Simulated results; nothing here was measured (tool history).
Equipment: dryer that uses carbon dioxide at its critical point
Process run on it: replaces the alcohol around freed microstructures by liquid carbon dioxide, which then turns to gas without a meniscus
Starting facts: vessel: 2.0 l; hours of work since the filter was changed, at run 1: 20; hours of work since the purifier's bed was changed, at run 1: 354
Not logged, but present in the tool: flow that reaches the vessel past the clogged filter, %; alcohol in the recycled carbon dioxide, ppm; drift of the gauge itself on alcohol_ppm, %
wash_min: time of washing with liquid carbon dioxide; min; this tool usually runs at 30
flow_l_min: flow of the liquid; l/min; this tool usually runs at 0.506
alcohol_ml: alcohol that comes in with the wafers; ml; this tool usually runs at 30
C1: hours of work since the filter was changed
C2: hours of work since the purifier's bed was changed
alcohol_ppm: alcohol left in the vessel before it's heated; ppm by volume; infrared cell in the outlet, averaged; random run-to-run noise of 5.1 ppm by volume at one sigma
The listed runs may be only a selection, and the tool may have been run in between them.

run 1 day=0.000 | wash_min=30 flow_l_min=0.506 alcohol_ml=30 | C1=20 C2=354 | alcohol_ppm=152
run 2 day=1.592 | wash_min=30 flow_l_min=0.506 alcohol_ml=30 | C1=36 C2=370 | alcohol_ppm=155
run 3 day=2.850 | wash_min=30 flow_l_min=0.506 alcohol_ml=30 | C1=49 C2=382 | alcohol_ppm=151
run 4 day=4.921 | wash_min=30 flow_l_min=0.673 alcohol_ml=30 | C1=70 C2=403 | alcohol_ppm=92
run 5 day=7.154 | wash_min=30 flow_l_min=0.673 alcohol_ml=30 | C1=92 C2=425 | alcohol_ppm=105
run 6 day=8.188 | wash_min=30 flow_l_min=0.673 alcohol_ml=30 | C1=102 C2=436 | alcohol_ppm=106
run 7 day=10.325 | wash_min=24 flow_l_min=0.506 alcohol_ml=30 | C1=124 C2=457 | alcohol_ppm=361
run 8 day=12.354 | wash_min=30 flow_l_min=0.506 alcohol_ml=23 | C1=144 C2=477 | alcohol_ppm=173
run 9 day=14.229 | wash_min=24 flow_l_min=0.506 alcohol_ml=30 | C1=163 C2=496 | alcohol_ppm=371
run 10 day=16.383 | wash_min=22 flow_l_min=0.506 alcohol_ml=30 | C1=184 C2=518 | alcohol_ppm=490

For run 11, what comes out?
run 11 day=18.067 | wash_min=22 flow_l_min=0.438 alcohol_ml=113 | C1=201 C2=534 | alcohol_ppm=?

Run 11 gave alcohol_ppm 2549 ppm by volume.
If the tool had no hidden condition, the same run with the same run-to-run variation would have returned alcohol_ppm 1858 ppm by volume.
